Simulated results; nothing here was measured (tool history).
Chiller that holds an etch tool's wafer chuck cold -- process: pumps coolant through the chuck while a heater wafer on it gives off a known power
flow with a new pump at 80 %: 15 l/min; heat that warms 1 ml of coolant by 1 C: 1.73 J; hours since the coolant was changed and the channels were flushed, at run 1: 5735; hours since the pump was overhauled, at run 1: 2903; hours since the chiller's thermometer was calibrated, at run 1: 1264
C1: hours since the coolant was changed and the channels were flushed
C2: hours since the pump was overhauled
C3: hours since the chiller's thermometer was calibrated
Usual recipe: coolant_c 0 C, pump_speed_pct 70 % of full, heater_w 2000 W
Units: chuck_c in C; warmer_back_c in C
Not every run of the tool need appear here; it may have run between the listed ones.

{"run": 1, "hour": 0.0, "coolant_c": 0, "pump_speed_pct": 70, "heater_w": 2000, "C1": 5735, "C2": 2903, "C3": 1264, "chuck_c": 19.6, "warmer_back_c": 5.44}
{"run": 2, "hour": 45.3, "coolant_c": 0, "pump_speed_pct": 70, "heater_w": 2000, "C1": 5780, "C2": 2949, "C3": 1310, "chuck_c": 19.6, "warmer_back_c": 5.38}
{"run": 3, "hour": 115.8, "coolant_c": 0, "pump_speed_pct": 70, "heater_w": 2000, "C1": 5851, "C2": 3019, "C3": 1380, "chuck_c": 19.6, "warmer_back_c": 5.47}
{"run": 4, "hour": 217.7, "coolant_c": 0, "pump_speed_pct": 70, "heater_w": 1944, "C1": 5953, "C2": 3121, "C3": 1482, "chuck_c": 19.1, "warmer_back_c": 5.29}
{"run": 5, "hour": 297.0, "coolant_c": 0, "pump_speed_pct": 85, "heater_w": 2000, "C1": 6032, "C2": 3200, "C3": 1561, "chuck_c": 16.8, "warmer_back_c": 4.28}
{"run": 6, "hour": 361.8, "coolant_c": 0, "pump_speed_pct": 70, "heater_w": 2919, "C1": 6097, "C2": 3265, "C3": 1626, "chuck_c": 28.4, "warmer_back_c": 7.81}
{"run": 7, "hour": 436.4, "coolant_c": 0, "pump_speed_pct": 70, "heater_w": 2919, "C1": 6171, "C2": 3340, "C3": 1701, "chuck_c": 28.5, "warmer_back_c": 7.9}
{"run": 8, "hour": 498.9, "coolant_c": -4, "pump_speed_pct": 61, "heater_w": 1557, "C1": 6234, "C2": 3402, "C3": 1763, "chuck_c": 13.0, "warmer_back_c": 5.0}
{"run": 9, "hour": 547.3, "coolant_c": -9, "pump_speed_pct": 81, "heater_w": 2346, "C1": 6282, "C2": 3451, "C3": 1812, "chuck_c": 11.3, "warmer_back_c": 5.34}
{"run": 10, "hour": 625.1, "coolant_c": -9, "pump_speed_pct": 81, "heater_w": 2346, "C1": 6360, "C2": 3529, "C3": 1889, "chuck_c": 11.4, "warmer_back_c": 5.28}
{"run": 11, "hour": 687.0, "coolant_c": -6, "pump_speed_pct": 62, "heater_w": 2122, "C1": 6422, "C2": 3590, "C3": 1951, "chuck_c": 16.8, "warmer_back_c": 6.57}
{"run": 12, "hour": 736.7, "coolant_c": -6, "pump_speed_pct": 62, "heater_w": 2359, "C1": 6472, "C2": 3640, "C3": 2001, "chuck_c": 19.1, "warmer_back_c": 7.35}
{"run": 13, "hour": 804.3, "coolant_c": -6, "pump_speed_pct": 62, "heater_w": 2359, "C1": 6539, "C2": 3708, "C3": 2069, "chuck_c": 19.5, "warmer_back_c": 7.37}

Estimate the outcome of run 14 from the log above:
{"run": 14, "hour": 859.4, "coolant_c": -6, "pump_speed_pct": 62, "heater_w": 2359, "C1": 6594, "C2": 3763, "C3": 2124, "chuck_c": "?", "warmer_back_c": "?"}

Run 14 produced chuck_c 19.4 C, warmer_back_c 7.34 C.
The same run, on a tool lacking any hidden state, would have yielded chuck_c 19.4 C, warmer_back_c 7.33 C.
